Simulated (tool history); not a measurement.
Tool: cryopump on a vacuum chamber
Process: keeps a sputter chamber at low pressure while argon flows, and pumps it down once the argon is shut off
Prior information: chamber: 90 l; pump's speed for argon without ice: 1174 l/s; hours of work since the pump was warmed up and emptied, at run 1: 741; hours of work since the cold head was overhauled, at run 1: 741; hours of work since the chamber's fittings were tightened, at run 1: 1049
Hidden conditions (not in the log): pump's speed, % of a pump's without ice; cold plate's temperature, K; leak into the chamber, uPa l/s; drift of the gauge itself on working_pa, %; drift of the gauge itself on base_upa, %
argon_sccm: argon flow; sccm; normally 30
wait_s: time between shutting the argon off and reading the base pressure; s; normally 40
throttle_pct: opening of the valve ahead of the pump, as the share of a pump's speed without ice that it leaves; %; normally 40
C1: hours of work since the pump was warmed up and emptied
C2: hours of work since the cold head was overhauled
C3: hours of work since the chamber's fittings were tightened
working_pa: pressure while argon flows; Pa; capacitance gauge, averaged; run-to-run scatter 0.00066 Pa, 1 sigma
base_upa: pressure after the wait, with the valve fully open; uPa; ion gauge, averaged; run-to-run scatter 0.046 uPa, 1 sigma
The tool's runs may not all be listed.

{"run": 1, "hour": 0.0, "argon_sccm": 30, "wait_s": 40, "throttle_pct": 40, "C1": 741, "C2": 741, "C3": 1049, "working_pa": 0.1129, "base_upa": 3.76}
{"run": 2, "hour": 53.2, "argon_sccm": 30, "wait_s": 40, "throttle_pct": 40, "C1": 767, "C2": 767, "C3": 1074, "working_pa": 0.1137, "base_upa": 3.85}
{"run": 3, "hour": 141.1, "argon_sccm": 55, "wait_s": 40, "throttle_pct": 40, "C1": 809, "C2": 809, "C3": 1116, "working_pa": 0.2107, "base_upa": 4.04}
{"run": 4, "hour": 214.4, "argon_sccm": 55, "wait_s": 40, "throttle_pct": 40, "C1": 844, "C2": 844, "C3": 1151, "working_pa": 0.2116, "base_upa": 4.01}
{"run": 5, "hour": 281.9, "argon_sccm": 55, "wait_s": 40, "throttle_pct": 40, "C1": 876, "C2": 876, "C3": 1184, "working_pa": 0.212, "base_upa": 4.18}
{"run": 6, "hour": 345.0, "argon_sccm": 55, "wait_s": 40, "throttle_pct": 40, "C1": 906, "C2": 906, "C3": 1214, "working_pa": 0.2139, "base_upa": 4.08}
{"run": 7, "hour": 419.2, "argon_sccm": 30, "wait_s": 40, "throttle_pct": 40, "C1": 942, "C2": 942, "C3": 1249, "working_pa": 0.1148, "base_upa": 4.26}
{"run": 8, "hour": 501.5, "argon_sccm": 30, "wait_s": 40, "throttle_pct": 40, "C1": 981, "C2": 981, "C3": 1289, "working_pa": 0.1174, "base_upa": 4.29}
{"run": 9, "hour": 590.0, "argon_sccm": 30, "wait_s": 40, "throttle_pct": 40, "C1": 1023, "C2": 1023, "C3": 1331, "working_pa": 0.1174, "base_upa": 4.18}
{"run": 10, "hour": 678.9, "argon_sccm": 30, "wait_s": 40, "throttle_pct": 40, "C1": 1066, "C2": 1066, "C3": 1374, "working_pa": 0.1168, "base_upa": 4.27}
{"run": 11, "hour": 753.5, "argon_sccm": 30, "wait_s": 40, "throttle_pct": 40, "C1": 1102, "C2": 1102, "C3": 1409, "working_pa": 0.1176, "base_upa": 4.26}
{"run": 12, "hour": 832.3, "argon_sccm": 30, "wait_s": 40, "throttle_pct": 18, "C1": 1139, "C2": 1139, "C3": 1447, "working_pa": 0.2493, "base_upa": 4.38}
{"hour": 932.4, "done": "pump warmed up, emptied and cooled again"}
{"run": 13, "hour": 932.4, "argon_sccm": 30, "wait_s": 40, "throttle_pct": 18, "C1": 0, "C2": 1185, "C3": 1492, "working_pa": 0.2431, "base_upa": 4.03}
{"run": 14, "hour": 983.8, "argon_sccm": 38, "wait_s": 40, "throttle_pct": 40, "C1": 25, "C2": 1209, "C3": 1517, "working_pa": 0.1376, "base_upa": 4.07}
{"run": 15, "hour": 1032.4, "argon_sccm": 38, "wait_s": 40, "throttle_pct": 40, "C1": 48, "C2": 1233, "C3": 1540, "working_pa": 0.1382, "base_upa": 4.16}
{"run": 16, "hour": 1091.7, "argon_sccm": 38, "wait_s": 40, "throttle_pct": 40, "C1": 76, "C2": 1261, "C3": 1569, "working_pa": 0.139, "base_upa": 4.25}
{"run": 17, "hour": 1134.9, "argon_sccm": 30, "wait_s": 40, "throttle_pct": 40, "C1": 97, "C2": 1282, "C3": 1589, "working_pa": 0.1093, "base_upa": 4.26}
{"run": 18, "hour": 1215.8, "argon_sccm": 30, "wait_s": 24, "throttle_pct": 40, "C1": 136, "C2": 1320, "C3": 1628, "working_pa": 0.1109, "base_upa": 5.88}
{"run": 19, "hour": 1255.8, "argon_sccm": 15, "wait_s": 29, "throttle_pct": 40, "C1": 155, "C2": 1339, "C3": 1647, "working_pa": 0.0548, "base_upa": 5.21}
{"run": 20, "hour": 1308.6, "argon_sccm": 30, "wait_s": 26, "throttle_pct": 40, "C1": 180, "C2": 1365, "C3": 1672, "working_pa": 0.1094, "base_upa": 5.64}
{"run": 21, "hour": 1356.5, "argon_sccm": 30, "wait_s": 26, "throttle_pct": 40, "C1": 203, "C2": 1388, "C3": 1695, "working_pa": 0.1104, "base_upa": 5.63}
{"run": 22, "hour": 1398.0, "argon_sccm": 30, "wait_s": 40, "throttle_pct": 26, "C1": 223, "C2": 1407, "C3": 1715, "working_pa": 0.1688, "base_upa": 4.29}
{"run": 23, "hour": 1453.5, "argon_sccm": 30, "wait_s": 35, "throttle_pct": 23, "C1": 249, "C2": 1434, "C3": 1742, "working_pa": 0.1904, "base_upa": 4.73}
{"run": 24, "hour": 1535.2, "argon_sccm": 39, "wait_s": 35, "throttle_pct": 30, "C1": 288, "C2": 1473, "C3": 1781, "working_pa": 0.1904, "base_upa": 4.74}
{"run": 25, "hour": 1588.3, "argon_sccm": 36, "wait_s": 225, "throttle_pct": 35, "C1": 314, "C2": 1498, "C3": 1806, "working_pa": 0.1515, "base_upa": 2.39}
{"run": 26, "hour": 1649.5, "argon_sccm": 36, "wait_s": 225, "throttle_pct": 35, "C1": 343, "C2": 1528, "C3": 1835, "working_pa": 0.1531, "base_upa": 2.45}
{"run": 27, "hour": 1708.7, "argon_sccm": 36, "wait_s": 67, "throttle_pct": 41, "C1": 371, "C2": 1556, "C3": 1864, "working_pa": 0.1315, "base_upa": 3.48}
{"run": 28, "hour": 1791.4, "argon_sccm": 41, "wait_s": 67, "throttle_pct": 16, "C1": 411, "C2": 1596, "C3": 1903, "working_pa": 0.3759, "base_upa": 3.52}
{"run": 29, "hour": 1862.8, "argon_sccm": 41, "wait_s": 67, "throttle_pct": 16, "C1": 445, "C2": 1630, "C3": 1937, "working_pa": 0.3742, "base_upa": 3.64}
{"run": 30, "hour": 1911.5, "argon_sccm": 15, "wait_s": 131, "throttle_pct": 18, "C1": 468, "C2": 1653, "C3": 1961, "working_pa": 0.1223, "base_upa": 2.81}
{"run": 31, "hour": 1959.3, "argon_sccm": 21, "wait_s": 221, "throttle_pct": 41, "C1": 491, "C2": 1676, "C3": 1983, "working_pa": 0.0757, "base_upa": 2.56}
{"run": 32, "hour": 2023.6, "argon_sccm": 21, "wait_s": 198, "throttle_pct": 41, "C1": 522, "C2": 1707, "C3": 2014, "working_pa": 0.0761, "base_upa": 2.63}
{"run": 33, "hour": 2092.1, "argon_sccm": 21, "wait_s": 74, "throttle_pct": 55, "C1": 555, "C2": 1739, "C3": 2047, "working_pa": 0.0583, "base_upa": 3.68}
{"run": 34, "hour": 2147.6, "argon_sccm": 30, "wait_s": 98, "throttle_pct": 39, "C1": 581, "C2": 1766, "C3": 2074, "working_pa": 0.1159, "base_upa": 3.25}

Across each entry between runs, compare the hidden state at the last listed run before it with the hidden state at the first listed run after it:
From run 12 to run 13: pump warmed up, emptied and cooled again (hour 932.4)
  pump's speed, % of a pump's without ice: 81.8 -> 99.5; cold plate's temperature, K: 12.57 -> 12.59; leak into the chamber, uPa l/s: 1748 -> 1787
  measured value less the no-hidden-state value, working_pa: +0.0102 -> +0.0008 Pa; base_upa: +1.60 -> +1.28 uPa
